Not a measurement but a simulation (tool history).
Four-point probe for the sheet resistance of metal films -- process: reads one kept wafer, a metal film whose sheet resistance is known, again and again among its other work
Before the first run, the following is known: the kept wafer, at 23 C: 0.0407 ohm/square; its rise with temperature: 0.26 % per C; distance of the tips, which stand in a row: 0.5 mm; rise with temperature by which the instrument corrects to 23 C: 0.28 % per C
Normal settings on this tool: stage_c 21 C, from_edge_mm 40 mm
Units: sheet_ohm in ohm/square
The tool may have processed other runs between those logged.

run,hour,stage_c,from_edge_mm,sheet_ohm
1,0,21,40,0.040708
2,134.5,21,23,0.040718
# hour 154.3: stage's thermometer calibrated
3,256.9,21,40,0.04071
4,366.3,21,40,0.040716
5,498.1,21,40,0.040713
6,592.6,19,40,0.040739
7,679.7,18,40,0.040732
8,736.5,21,39,0.040724
9,871.2,21,18,0.040712
10,985.1,21,40,0.040724
11,1058.4,21,40,0.040715
12,1161,21,40,0.0407
13,1297.9,23,40,0.040699
14,1417.6,23,40,0.040692
15,1541.1,21,51,0.040717
16,1637.3,21,51,0.040716
17,1774.7,23,71,0.040694
18,1901.8,23,71,0.040698
19,2039.3,19,66,0.040724
20,2097.5,21,33,0.040694
21,2170.9,21,33,0.040706
22,2256.2,21,33,0.040725
23,2350.7,25,37,0.040686
24,2436,20,70,0.040705
25,2495.7,21,70,0.040725
26,2603.5,21,70,0.040719
27,2666.3,30,16,0.040664
28,2756,23,3,0.041314
29,2829.7,23,3,0.041305
# hour 2845.4: stage's thermometer calibrated
30,2923.1,26,5,0.040888

Alternative continuations, all from the tool just after run 30; predict every row:
A,3054.4,26,32,?
B,3054.4,19,5,?
C,3054.4,26,6,?
D,3054.4,22,40,?

run,sheet_ohm
A,0.040684
B,0.040963
C,0.040828
D,0.040702
The same runs, with their run-to-run variation unchanged, on a tool lacking any hidden condition would have given:
run,sheet_ohm
A,0.040686
B,0.040965
C,0.040829
D,0.040704

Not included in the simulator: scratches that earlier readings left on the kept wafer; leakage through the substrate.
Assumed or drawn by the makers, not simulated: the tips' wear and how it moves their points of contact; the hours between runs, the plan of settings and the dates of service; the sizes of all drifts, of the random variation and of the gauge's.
